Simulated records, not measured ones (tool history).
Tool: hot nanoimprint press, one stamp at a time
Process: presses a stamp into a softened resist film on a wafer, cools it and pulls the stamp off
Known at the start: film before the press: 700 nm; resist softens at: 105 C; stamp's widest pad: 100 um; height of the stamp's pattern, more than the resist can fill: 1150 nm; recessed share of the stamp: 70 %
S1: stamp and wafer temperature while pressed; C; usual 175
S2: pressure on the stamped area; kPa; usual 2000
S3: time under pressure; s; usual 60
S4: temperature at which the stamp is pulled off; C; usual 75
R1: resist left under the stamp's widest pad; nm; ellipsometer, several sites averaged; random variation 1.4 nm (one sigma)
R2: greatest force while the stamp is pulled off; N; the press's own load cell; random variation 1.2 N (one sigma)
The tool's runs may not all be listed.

run 1 hour=0.0 | S1=175 S2=2000 S3=60 S4=75 | R1=333.2 R2=118
-- hour=14.6 stamp cleaned and given a new release coat
run 2 hour=32.0 | S1=175 S2=2000 S3=60 S4=75 | R1=332.5 R2=111
run 3 hour=71.8 | S1=175 S2=2000 S3=60 S4=61 | R1=331.9 R2=161
run 4 hour=96.1 | S1=175 S2=2000 S3=37 S4=61 | R1=390.2 R2=159
run 5 hour=115.6 | S1=175 S2=2000 S3=60 S4=75 | R1=331.7 R2=118
run 6 hour=142.1 | S1=175 S2=2000 S3=60 S4=75 | R1=331.2 R2=117
run 7 hour=160.3 | S1=175 S2=2000 S3=34 S4=75 | R1=397.3 R2=118
run 8 hour=195.0 | S1=175 S2=2000 S3=60 S4=75 | R1=330.7 R2=120
-- hour=223.1 stamp cleaned and given a new release coat
run 9 hour=233.4 | S1=175 S2=2000 S3=103 S4=75 | R1=271.2 R2=110
run 10 hour=260.3 | S1=175 S2=2000 S3=103 S4=75 | R1=271.4 R2=113
-- hour=266.3 plate thermocouple calibrated
run 11 hour=279.2 | S1=175 S2=2000 S3=103 S4=75 | R1=265.6 R2=113
run 12 hour=314.9 | S1=175 S2=2000 S3=103 S4=75 | R1=264.4 R2=111
-- hour=348.9 plate thermocouple calibrated, once more
run 13 hour=355.6 | S1=175 S2=2000 S3=60 S4=75 | R1=335.8 R2=117
run 14 hour=372.1 | S1=173 S2=2000 S3=60 S4=75 | R1=366.1 R2=116
run 15 hour=402.8 | S1=173 S2=2000 S3=60 S4=75 | R1=362.9 R2=118
run 16 hour=425.9 | S1=173 S2=2000 S3=60 S4=63 | R1=364.2 R2=163
-- hour=436.1 stamp cleaned and given a new release coat
run 17 hour=470.4 | S1=186 S2=2000 S3=40 S4=75 | R1=239.1 R2=112
run 18 hour=489.0 | S1=186 S2=2000 S3=40 S4=75 | R1=237.6 R2=114
run 19 hour=507.9 | S1=177 S2=1720 S3=31 S4=72 | R1=408.7 R2=125
run 20 hour=543.3 | S1=179 S2=2480 S3=60 S4=71 | R1=249.3 R2=129
run 21 hour=565.1 | S1=165 S2=1940 S3=60 S4=79 | R1=508.2 R2=101
run 22 hour=590.6 | S1=175 S2=2500 S3=60 S4=75 | R1=298.9 R2=121
run 23 hour=612.2 | S1=175 S2=2500 S3=60 S4=75 | R1=298.9 R2=118
run 24 hour=634.8 | S1=180 S2=1770 S3=60 S4=75 | R1=280.4 R2=119
-- hour=642.9 stamp cleaned and given a new release coat
run 25 hour=667.3 | S1=173 S2=1910 S3=40 S4=69 | R1=421.1 R2=131
run 26 hour=696.4 | S1=168 S2=1540 S3=40 S4=70 | R1=536.4 R2=130
run 27 hour=732.4 | S1=168 S2=1250 S3=31 S4=69 | R1=584.9 R2=132
run 28 hour=772.0 | S1=168 S2=1250 S3=31 S4=69 | R1=588.2 R2=138
run 29 hour=794.1 | S1=168 S2=1250 S3=31 S4=82 | R1=590.1 R2=91

3 ways to go on from here, each from the tool as it stands after run 29. What would each give?
run A hour=831.7 | S1=186 S2=2000 S3=52 S4=75 | R1=? R2=?
run B hour=831.7 | S1=175 S2=2000 S3=67 S4=75 | R1=? R2=?
run C hour=831.7 | S1=168 S2=1210 S3=34 S4=82 | R1=? R2=?

run=A R1=211.1 R2=118
run=B R1=318.0 R2=119
run=C R1=580.2 R2=92
Without the tool's hidden state the same runs would have given:
run=A R1=216.2 R2=113
run=B R1=326.9 R2=114
run=C R1=589.2 R2=89
